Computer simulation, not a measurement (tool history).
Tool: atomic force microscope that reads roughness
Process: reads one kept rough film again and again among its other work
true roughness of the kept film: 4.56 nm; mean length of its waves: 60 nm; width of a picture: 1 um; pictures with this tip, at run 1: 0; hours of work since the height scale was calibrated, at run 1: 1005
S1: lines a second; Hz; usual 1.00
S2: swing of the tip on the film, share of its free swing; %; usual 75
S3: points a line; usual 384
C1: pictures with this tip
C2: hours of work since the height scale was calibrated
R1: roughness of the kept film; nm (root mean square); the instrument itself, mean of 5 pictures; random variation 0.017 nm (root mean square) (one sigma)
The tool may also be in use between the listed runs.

run   hour    S1  S2   S3   C1    C2     R1
  1    0.0  1.00  75  384    0  1005  4.099
  2   47.3  1.00  75  894   31  1025  4.088
  3   78.8  1.00  75  894   52  1039  4.053
  4  119.9  1.00  75  384   80  1056  4.041
  5  182.8  1.00  75  384  121  1083  4.024
  6  241.5  1.00  75  384  160  1108  3.982
  7  290.4  1.00  75  384  193  1129  3.924
  8  340.4  1.00  75  295  226  1150  3.881
  9  416.9  1.00  89  384  276  1183  3.689
 10  458.0  1.00  89  384  304  1201  3.661
 11  528.0  2.61  56  702  350  1231  3.834
     564.8  -- new tip fitted
 12  567.5  2.61  56  702    2  1247  4.139
     572.2  -- height scale calibrated on a step standard
 13  644.0  2.61  56  702   52    31  4.110
 14  716.7  1.93  65  704  100    62  3.987
 15  755.4  2.22  63  456  126    78  3.934
     769.9  -- height scale calibrated on a step standard, once more
 16  787.1  2.22  63  678  146     7  3.994
 17  851.5  2.04  68  384  189    35  3.931
 18  891.0  0.91  55  863  215    52  4.147
 19  938.2  1.00  75  758  246    72  3.908

Forecast each of these 3 alternatives for the next run:
  A  973.9  3.56  59  767  270  87   ?
  B  973.9  0.84  61  523  270  87   ?
  C  973.9  1.24  71  420  270  87   ?

run     R1
  A  3.856
  B  4.033
  C  3.908
Without the tool's hidden state the same runs would have given:
run     R1
  A  4.119
  B  4.309
  C  4.175
